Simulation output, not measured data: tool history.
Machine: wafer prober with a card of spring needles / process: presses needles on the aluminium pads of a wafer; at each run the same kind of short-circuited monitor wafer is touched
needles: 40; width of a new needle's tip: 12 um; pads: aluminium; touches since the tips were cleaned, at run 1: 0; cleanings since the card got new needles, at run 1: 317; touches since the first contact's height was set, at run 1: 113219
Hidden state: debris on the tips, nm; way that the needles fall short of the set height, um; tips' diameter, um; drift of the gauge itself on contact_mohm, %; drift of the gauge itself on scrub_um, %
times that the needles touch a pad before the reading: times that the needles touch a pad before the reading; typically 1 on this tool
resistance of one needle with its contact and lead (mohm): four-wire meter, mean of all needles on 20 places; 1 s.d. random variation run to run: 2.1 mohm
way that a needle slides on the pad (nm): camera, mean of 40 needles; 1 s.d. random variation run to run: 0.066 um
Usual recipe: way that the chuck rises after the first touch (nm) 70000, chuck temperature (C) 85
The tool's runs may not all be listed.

run,day,way that the chuck rises after the first touch (nm),chuck temperature (C),times that the needles touch a pad before the reading,touches since the tips were cleaned,cleanings since the card got new needles,touches since the first contact's height was set,resistance of one needle with its contact and lead (mohm),way that a needle slides on the pad (nm)
1,0,70000,85,1,0,317,113219,238,13170
# day 0.329: tips cleaned on abrasive film
# day 0.658: tips cleaned on abrasive film
# day 0.921: tips cleaned on abrasive film
# day 1.25: tips cleaned on abrasive film
# day 1.512: tips cleaned on abrasive film
# day 1.842: tips cleaned on abrasive film
# day 2.171: tips cleaned on abrasive film
# day 2.5: tips cleaned on abrasive film
# day 2.829: tips cleaned on abrasive film
# day 3.142: tips cleaned on abrasive film
2,3.142,61000,85,1,0,327,153270,245,11190
# day 3.471: tips cleaned on abrasive film
# day 3.8: tips cleaned on abrasive film
# day 4.129: tips cleaned on abrasive film
# day 4.458: tips cleaned on abrasive film
# day 4.788: tips cleaned on abrasive film
# day 5.05: tips cleaned on abrasive film
# day 5.379: tips cleaned on abrasive film
# day 5.708: tips cleaned on abrasive film
# day 5.971: tips cleaned on abrasive film
# day 6.296: tips cleaned on abrasive film
3,6.296,70000,85,1,0,337,193446,237,12660
# day 6.558: tips cleaned on abrasive film
# day 6.888: tips cleaned on abrasive film
# day 7.217: tips cleaned on abrasive film
# day 7.546: tips cleaned on abrasive film
# day 7.875: tips cleaned on abrasive film
# day 8.204: tips cleaned on abrasive film
# day 8.533: tips cleaned on abrasive film
# day 8.862: tips cleaned on abrasive film
4,9.096,70000,85,1,3013,345,229172,258,12620
# day 9.162: tips cleaned on abrasive film
# day 9.492: tips cleaned on abrasive film
# day 9.571: height of the first contact set anew
# day 9.833: tips cleaned on abrasive film
# day 10.162: tips cleaned on abrasive film
# day 10.492: tips cleaned on abrasive film
# day 10.754: tips cleaned on abrasive film
# day 11.083: tips cleaned on abrasive film
# day 11.412: tips cleaned on abrasive film
# day 11.742: tips cleaned on abrasive film
# day 12.071: tips cleaned on abrasive film
# day 12.4: tips cleaned on abrasive film
# day 12.662: tips cleaned on abrasive film
# day 12.992: tips cleaned on abrasive film
# day 13.321: tips cleaned on abrasive film
5,13.338,70000,85,1,229,359,48039,239,13510
# day 13.604: tips cleaned on abrasive film
# day 13.867: tips cleaned on abrasive film
# day 14.196: tips cleaned on abrasive film
# day 14.525: tips cleaned on abrasive film
# day 14.854: tips cleaned on abrasive film
# day 15.183: tips cleaned on abrasive film
# day 15.512: tips cleaned on abrasive film
# day 15.842: tips cleaned on abrasive film
# day 16.167: tips cleaned on abrasive film
6,16.404,70000,85,1,3059,368,87166,260,13380
# day 16.475: tips cleaned on abrasive film
# day 16.738: tips cleaned on abrasive film
# day 17.067: tips cleaned on abrasive film
# day 17.396: tips cleaned on abrasive film
# day 17.725: tips cleaned on abrasive film
# day 18.054: tips cleaned on abrasive film
# day 18.383: tips cleaned on abrasive film
# day 18.883: card fitted with new needles
# day 19.212: tips cleaned on abrasive film
# day 19.542: tips cleaned on abrasive film
# day 19.871: tips cleaned on abrasive film
# day 20.133: tips cleaned on abrasive film
# day 20.462: tips cleaned on abrasive film
# day 20.792: tips cleaned on abrasive film
# day 21.121: tips cleaned on abrasive film
7,21.154,70000,85,1,462,7,28979,229,13490
# day 21.421: tips cleaned on abrasive film
# day 21.75: tips cleaned on abrasive film
# day 22.075: tips cleaned on abrasive film
# day 22.404: tips cleaned on abrasive film
# day 22.733: tips cleaned on abrasive film
# day 23.062: tips cleaned on abrasive film
# day 23.329: tips cleaned on abrasive film
# day 23.658: tips cleaned on abrasive film
# day 23.983: tips cleaned on abrasive film
# day 24.25: tips cleaned on abrasive film
8,24.408,70000,85,1,2037,17,70437,233,13370
# day 24.542: tips cleaned on abrasive film
# day 24.871: tips cleaned on abrasive film
# day 25.2: tips cleaned on abrasive film
# day 25.529: tips cleaned on abrasive film
# day 25.854: tips cleaned on abrasive film
# day 26.183: tips cleaned on abrasive film
# day 26.512: tips cleaned on abrasive film
# day 26.842: tips cleaned on abrasive film
9,26.9,70000,85,1,764,25,102234,231,13240
# day 27.167: tips cleaned on abrasive film
# day 27.496: tips cleaned on abrasive film
# day 27.825: tips cleaned on abrasive film
# day 28.154: tips cleaned on abrasive film
# day 28.483: tips cleaned on abrasive film
# day 28.808: tips cleaned on abrasive film
10,28.817,70000,85,1,78,31,126637,232,13090
# day 29.079: tips cleaned on abrasive film
# day 29.408: tips cleaned on abrasive film
# day 29.738: tips cleaned on abrasive film
# day 30.067: tips cleaned on abrasive film
# day 30.396: tips cleaned on abrasive film
# day 30.658: tips cleaned on abrasive film
# day 30.988: tips cleaned on abrasive film
# day 31.317: tips cleaned on abrasive film
# day 31.579: tips cleaned on abrasive film
# day 31.908: tips cleaned on abrasive film
# day 32.238: tips cleaned on abrasive film
# day 32.567: tips cleaned on abrasive film
# day 32.896: tips cleaned on abrasive film
11,33.062,69000,85,2,2135,44,180769,234,12630
# day 33.196: tips cleaned on abrasive film
# day 33.525: tips cleaned on abrasive film
# day 33.788: tips cleaned on abrasive film
# day 34.117: tips cleaned on abrasive film
# day 34.446: tips cleaned on abrasive film
# day 34.775: tips cleaned on abrasive film
# day 35.104: tips cleaned on abrasive film
# day 35.367: tips cleaned on abrasive film
# day 35.696: tips cleaned on abrasive film
# day 36.025: tips cleaned on abrasive film
# day 36.354: tips cleaned on abrasive film
# day 36.683: tips cleaned on abrasive film
# day 36.946: tips cleaned on abrasive film
# day 37.275: tips cleaned on abrasive film
# day 37.342: height of the first contact set anew
12,37.342,69000,85,2,679,58,0,229,13390
# day 37.604: tips cleaned on abrasive film
# day 37.933: tips cleaned on abrasive film
# day 38.262: tips cleaned on abrasive film
# day 38.592: tips cleaned on abrasive film
# day 38.921: tips cleaned on abrasive film
# day 39.25: tips cleaned on abrasive film
# day 39.579: tips cleaned on abrasive film
13,39.783,59000,85,2,2661,65,31179,236,11390
# day 39.854: tips cleaned on abrasive film
# day 40.117: tips cleaned on abrasive film
# day 40.446: tips cleaned on abrasive film
# day 40.775: tips cleaned on abrasive film
# day 41.104: tips cleaned on abrasive film
# day 41.433: tips cleaned on abrasive film
# day 41.762: tips cleaned on abrasive film
# day 42.092: tips cleaned on abrasive film
# day 42.421: tips cleaned on abrasive film
# day 42.746: tips cleaned on abrasive film
# day 43.075: tips cleaned on abrasive film
14,43.308,59000,85,2,3015,76,76130,243,11260
# day 43.379: tips cleaned on abrasive film
# day 43.708: tips cleaned on abrasive film
# day 44.038: tips cleaned on abrasive film
# day 44.367: tips cleaned on abrasive film
# day 44.696: tips cleaned on abrasive film
# day 44.958: tips cleaned on abrasive film
# day 45.288: tips cleaned on abrasive film
# day 45.617: tips cleaned on abrasive film
# day 45.946: tips cleaned on abrasive film
# day 46.275: tips cleaned on abrasive film
# day 46.604: tips cleaned on abrasive film
15,46.604,59000,85,2,43,87,118112,232,11110
# day 46.871: tips cleaned on abrasive film
# day 47.2: tips cleaned on abrasive film
# day 47.529: tips cleaned on abrasive film
# day 47.858: tips cleaned on abrasive film
# day 48.188: tips cleaned on abrasive film
# day 48.517: tips cleaned on abrasive film
# day 48.846: tips cleaned on abrasive film
# day 49.171: tips cleaned on abrasive film
# day 49.5: tips cleaned on abrasive film
# day 49.767: tips cleaned on abrasive film
# day 50.096: tips cleaned on abrasive film
# day 50.425: tips cleaned on abrasive film
# day 50.708: tips cleaned on abrasive film
16,50.708,70000,34,1,0,100,170380,217,12890
# day 51.038: tips cleaned on abrasive film
# day 51.367: tips cleaned on abrasive film
# day 51.692: tips cleaned on abrasive film
# day 52.021: tips cleaned on abrasive film
# day 52.35: tips cleaned on abrasive film
# day 52.679: tips cleaned on abrasive film
17,52.833,70000,85,3,1995,106,197539,229,12920
# day 52.967: tips cleaned on abrasive film
# day 53.233: tips cleaned on abrasive film
# day 53.562: tips cleaned on abrasive film
# day 53.892: tips cleaned on abrasive film
# day 54.221: tips cleaned on abrasive film
# day 54.55: tips cleaned on abrasive film
# day 54.812: tips cleaned on abrasive film
# day 55.142: tips cleaned on abrasive film
# day 55.471: tips cleaned on abrasive film
# day 55.8: tips cleaned on abrasive film
# day 55.812: height of the first contact set anew
# day 56.142: tips cleaned on abrasive film
# day 56.404: tips cleaned on abrasive film
# day 56.733: tips cleaned on abrasive film
# day 57.062: tips cleaned on abrasive film
18,57.138,70000,85,3,1007,120,16944,233,13760

Forecast each of these 3 alternatives for the next run:
# day 57.338: tips cleaned on abrasive film
# day 57.667: tips cleaned on abrasive film
# day 57.996: tips cleaned on abrasive film
# day 58.325: tips cleaned on abrasive film
# day 58.654: tips cleaned on abrasive film
# day 58.983: tips cleaned on abrasive film
# day 59.246: tips cleaned on abrasive film
# day 59.575: tips cleaned on abrasive film
# day 59.838: tips cleaned on abrasive film
# day 60.167: tips cleaned on abrasive film
# day 60.433: tips cleaned on abrasive film
# day 60.762: tips cleaned on abrasive film
# day 61.025: tips cleaned on abrasive film
# day 61.354: tips cleaned on abrasive film
A,61.433,70000,85,2,1008,134,71633,?,?
# day 57.338: tips cleaned on abrasive film
# day 57.667: tips cleaned on abrasive film
# day 57.996: tips cleaned on abrasive film
# day 58.325: tips cleaned on abrasive film
# day 58.654: tips cleaned on abrasive film
# day 58.983: tips cleaned on abrasive film
# day 59.246: tips cleaned on abrasive film
# day 59.575: tips cleaned on abrasive film
# day 59.838: tips cleaned on abrasive film
# day 60.167: tips cleaned on abrasive film
# day 60.433: tips cleaned on abrasive film
# day 60.762: tips cleaned on abrasive film
# day 61.025: tips cleaned on abrasive film
# day 61.354: tips cleaned on abrasive film
B,61.433,70000,115,1,1008,134,71633,?,?
# day 57.338: tips cleaned on abrasive film
# day 57.667: tips cleaned on abrasive film
# day 57.996: tips cleaned on abrasive film
# day 58.325: tips cleaned on abrasive film
# day 58.654: tips cleaned on abrasive film
# day 58.983: tips cleaned on abrasive film
# day 59.246: tips cleaned on abrasive film
# day 59.575: tips cleaned on abrasive film
# day 59.838: tips cleaned on abrasive film
# day 60.167: tips cleaned on abrasive film
# day 60.433: tips cleaned on abrasive film
# day 60.762: tips cleaned on abrasive film
# day 61.025: tips cleaned on abrasive film
# day 61.354: tips cleaned on abrasive film
C,61.433,57000,71,2,1008,134,71633,?,?

run,resistance of one needle with its contact and lead (mohm),way that a needle slides on the pad (nm)
A,233,13240
B,241,13310
C,235,10780
Had the tool no hidden state, the same runs would have come out as:
run,resistance of one needle with its contact and lead (mohm),way that a needle slides on the pad (nm)
A,226,13560
B,233,13630
C,226,11110
